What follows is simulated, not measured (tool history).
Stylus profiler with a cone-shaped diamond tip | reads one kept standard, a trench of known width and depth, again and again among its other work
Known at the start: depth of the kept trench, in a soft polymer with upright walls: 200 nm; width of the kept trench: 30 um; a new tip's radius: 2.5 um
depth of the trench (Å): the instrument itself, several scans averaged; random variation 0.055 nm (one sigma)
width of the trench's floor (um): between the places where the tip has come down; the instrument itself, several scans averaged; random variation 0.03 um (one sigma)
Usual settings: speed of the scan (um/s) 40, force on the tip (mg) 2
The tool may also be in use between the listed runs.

run    hour  speed of the scan (um/s)  force on the tip (mg)  depth of the trench (Å)  width of the trench's floor (um)
  1       0                        40                      2                   2014.7                             27.64
  2   109.5                        40                      2                   2015.8                             27.64
  3   212.4                        40                      2                   2016.1                             27.49
  4   301.4                        40                   1.87                   2016.6                             27.51
  5   380.7                        40                   1.87                   2016.1                             27.48
  6   464.3                        40                      2                   2018.3                             27.44
  7   530.3                        40                      2                   2018.7                             27.34
  8   620.6                        40                      2                   2017.8                             27.33
  9   731.4                        40                      2                     2019                             27.22
 10   857.2                        82                      2                   2018.6                             27.09
 11   920.2                        40                      2                   2019.6                             27.17
 12  1005.7                        40                      2                   2019.8                             27.09
 13    1114                        40                      2                   2020.3                             27.06
 14  1186.4                        40                      2                   2020.6                             27.04
 15  1260.3                        40                      2                   2021.8                             27.03
 16  1350.7                        40                      2                   2020.5                             26.94
 17    1466                        40                      2                   2021.7                             26.86
 18  1523.7                        40                      2                   2021.7                              26.9
 19  1600.5                        40                      2                   2021.9                             26.86
 20  1683.8                        40                      2                   2022.7                             26.77
 21  1780.8                        40                      2                   2022.7                             26.79
 22  1884.9                        40                      2                   2023.4                             26.76
 23  1976.4                        40                      2                   2022.6                             26.67
 24  2037.7                        34                   2.35                   2024.5                             26.67
 25  2130.4                        11                   3.04                     2030                             26.67
 26  2214.5                        96                   5.91                   2038.5                             26.53
 27  2304.8                       105                   2.02                   2024.5                             26.38
 28  2380.1                       105                   2.02                   2025.6                             26.38
     2438.6  -- height scale calibrated on a step standard
 29  2444.3                       105                   2.02                   2014.7                             26.33
 30  2558.9                       105                   2.15                   2014.4                             26.29
 31  2621.2                       105                   2.15                   2015.1                             26.27
 32  2741.7                       105                   2.15                   2016.9                             26.27
 33  2848.3                       105                   2.15                   2016.3                             26.17
 34  2925.2                        17                    2.6                   2018.9                             26.34
 35  3052.6                       154                   1.88                   2016.4                             25.98
     3098.1  -- new tip fitted, height scale calibrated
 36  3147.8                       154                   5.27                   2025.7                             27.75
 37  3257.5                        46                   1.41                   2011.6                             27.79
 38  3336.1                        40                   0.93                   2009.2                             27.78
 39    3462                        40                    3.4                   2021.2                             27.74
 40  3552.5                        76                   5.73                   2029.4                             27.66
 41  3655.9                        76                   5.73                   2029.7                             27.55
 42  3761.7                        18                   5.84                   2031.2                              27.6
 43  3835.4                        20                   3.44                     2023                              27.5
 44  3903.7                        17                      2                   2017.3                             27.58
 45  3993.6                        17                      2                   2018.4                             27.41

Measured less the same run without the tool's hidden state. The same run-to-run variation is in both; the gauge's scatter may not be:
The hidden state here: radius of the tip, um; height scale over the true one, %; drift of the gauge itself on depth_nm, %; drift of the gauge itself on floor_um, %.
run  depth of the trench (Å)  width of the trench's floor (um)
  1                     +2.2                              -0.3
  2                     +2.7                             -0.37
  3                     +3.1                             -0.42
  4                     +3.6                             -0.47
  5                     +3.8                             -0.51
  6                     +4.1                             -0.56
  7                     +4.4                             -0.59
  8                     +4.8                             -0.64
  9                     +5.3                             -0.69
 10                     +5.8                             -0.75
 11                       +6                             -0.79
 12                     +6.3                             -0.82
 13                     +6.8                             -0.87
 14                     +7.1                             -0.91
 15                     +7.3                             -0.95
 16                     +7.7                             -0.98
 17                     +8.2                             -1.04
 18                     +8.4                             -1.05
 19                     +8.7                             -1.09
 20                       +9                             -1.13
 21                     +9.3                             -1.16
 22                     +9.8                             -1.21
 23                    +10.2                             -1.26
 24                    +10.4                             -1.28
 25                    +10.8                             -1.32
 26                    +11.1                             -1.35
 27                    +11.5                             -1.39
 28                    +11.8                             -1.42
 29                     +0.7                             -1.44
 30                     +1.2                             -1.49
 31                     +1.4                             -1.52
 32                     +1.9                             -1.56
 33                     +2.3                              -1.6
 34                     +2.6                             -1.63
 35                     +3.2                             -1.68
 36                     +0.8                             -0.02
 37                     +1.3                              -0.1
 38                     +1.6                             -0.15
 39                     +2.2                             -0.21
 40                     +2.6                             -0.27
 41                       +3                             -0.33
 42                     +3.4                             -0.39
 43                     +3.7                             -0.43
 44                       +4                             -0.47
 45                     +4.3                             -0.52
